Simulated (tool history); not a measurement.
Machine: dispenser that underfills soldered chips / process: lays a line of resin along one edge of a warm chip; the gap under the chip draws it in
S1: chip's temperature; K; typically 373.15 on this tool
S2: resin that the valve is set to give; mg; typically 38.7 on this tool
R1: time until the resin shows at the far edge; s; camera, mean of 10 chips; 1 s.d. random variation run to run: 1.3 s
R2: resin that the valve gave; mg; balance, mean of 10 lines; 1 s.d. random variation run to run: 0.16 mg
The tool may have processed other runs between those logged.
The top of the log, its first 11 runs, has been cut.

{"hour": 36.0, "done": "new syringe of resin"}
{"run": 12, "hour": 36.4, "S1": 373.15, "S2": 38.7, "R1": 131.0, "R2": 37.24}
{"run": 13, "hour": 39.4, "S1": 373.15, "S2": 38.7, "R1": 137.6, "R2": 37.37}
{"run": 14, "hour": 43.5, "S1": 373.15, "S2": 33.4, "R1": 167.8, "R2": 32.19}
{"hour": 44.5, "done": "new syringe of resin"}
{"run": 15, "hour": 46.4, "S1": 373.15, "S2": 38.7, "R1": 134.8, "R2": 37.12}
{"run": 16, "hour": 50.6, "S1": 373.15, "S2": 38.7, "R1": 152.4, "R2": 36.79}
{"hour": 53.3, "done": "new syringe of resin"}
{"run": 17, "hour": 55.2, "S1": 373.15, "S2": 34.4, "R1": 141.4, "R2": 33.0}
{"run": 18, "hour": 58.8, "S1": 358.15, "S2": 38.7, "R1": 289.5, "R2": 37.05}
{"hour": 62.0, "done": "new syringe of resin"}
{"run": 19, "hour": 63.4, "S1": 382.15, "S2": 47.9, "R1": 90.0, "R2": 45.79}
{"run": 20, "hour": 67.4, "S1": 383.15, "S2": 41.3, "R1": 98.0, "R2": 39.32}
{"hour": 70.6, "done": "new syringe of resin"}
{"run": 21, "hour": 71.7, "S1": 383.15, "S2": 41.3, "R1": 86.1, "R2": 39.52}
{"run": 22, "hour": 73.8, "S1": 368.15, "S2": 49.0, "R1": 166.8, "R2": 46.64}
{"run": 23, "hour": 76.3, "S1": 385.15, "S2": 34.7, "R1": 96.8, "R2": 33.18}
{"hour": 79.3, "done": "new syringe of resin"}
{"run": 24, "hour": 80.8, "S1": 372.15, "S2": 34.4, "R1": 146.3, "R2": 32.76}
{"run": 25, "hour": 84.2, "S1": 382.15, "S2": 45.1, "R1": 102.1, "R2": 43.1}
{"run": 26, "hour": 87.5, "S1": 383.15, "S2": 38.7, "R1": 110.0, "R2": 36.47}
{"hour": 88.1, "done": "new syringe of resin"}
{"hour": 90.3, "done": "dispensing valve cleaned and set on the balance"}
{"run": 27, "hour": 91.2, "S1": 383.15, "S2": 38.7, "R1": 89.5, "R2": 38.73}
{"run": 28, "hour": 93.4, "S1": 365.15, "S2": 42.7, "R1": 198.8, "R2": 42.65}
{"hour": 97.8, "done": "new syringe of resin"}
{"run": 29, "hour": 98.0, "S1": 381.15, "S2": 41.9, "R1": 91.8, "R2": 42.01}
{"run": 30, "hour": 100.4, "S1": 381.15, "S2": 41.9, "R1": 99.0, "R2": 41.7}
{"run": 31, "hour": 103.6, "S1": 362.15, "S2": 39.8, "R1": 244.6, "R2": 39.34}
{"hour": 106.6, "done": "new syringe of resin"}
{"run": 32, "hour": 108.8, "S1": 366.15, "S2": 39.8, "R1": 179.9, "R2": 39.41}
{"run": 33, "hour": 112.5, "S1": 368.15, "S2": 36.7, "R1": 188.2, "R2": 36.24}
{"hour": 115.2, "done": "new syringe of resin"}
{"run": 34, "hour": 115.5, "S1": 376.15, "S2": 35.3, "R1": 117.2, "R2": 34.97}
{"run": 35, "hour": 119.8, "S1": 376.15, "S2": 35.3, "R1": 132.8, "R2": 34.95}
{"run": 36, "hour": 121.9, "S1": 384.15, "S2": 33.0, "R1": 104.6, "R2": 32.72}

Consider 4 possible next runs. They are alternatives, not a sequence: every one starts from the tool as it was left by run 36. What does each give?
{"hour": 123.9, "done": "new syringe of resin"}
{"run": "A", "hour": 126.4, "S1": 384.15, "S2": 43.9, "R1": "?", "R2": "?"}
{"hour": 123.9, "done": "new syringe of resin"}
{"run": "B", "hour": 126.4, "S1": 359.15, "S2": 47.2, "R1": "?", "R2": "?"}
{"hour": 123.9, "done": "new syringe of resin"}
{"run": "C", "hour": 126.4, "S1": 371.15, "S2": 43.5, "R1": "?", "R2": "?"}
{"hour": 123.9, "done": "new syringe of resin"}
{"run": "D", "hour": 126.4, "S1": 381.15, "S2": 39.8, "R1": "?", "R2": "?"}

run=A R1=85.7 R2=43.42
run=B R1=242.8 R2=47.13
run=C R1=143.5 R2=43.03
run=D R1=97.4 R2=39.57
Take away the tool's hidden state, keep each run's random variation, and the runs would have read:
run=A R1=81.2 R2=43.91
run=B R1=230.7 R2=47.66
run=C R1=136.2 R2=43.52
run=D R1=92.3 R2=40.02
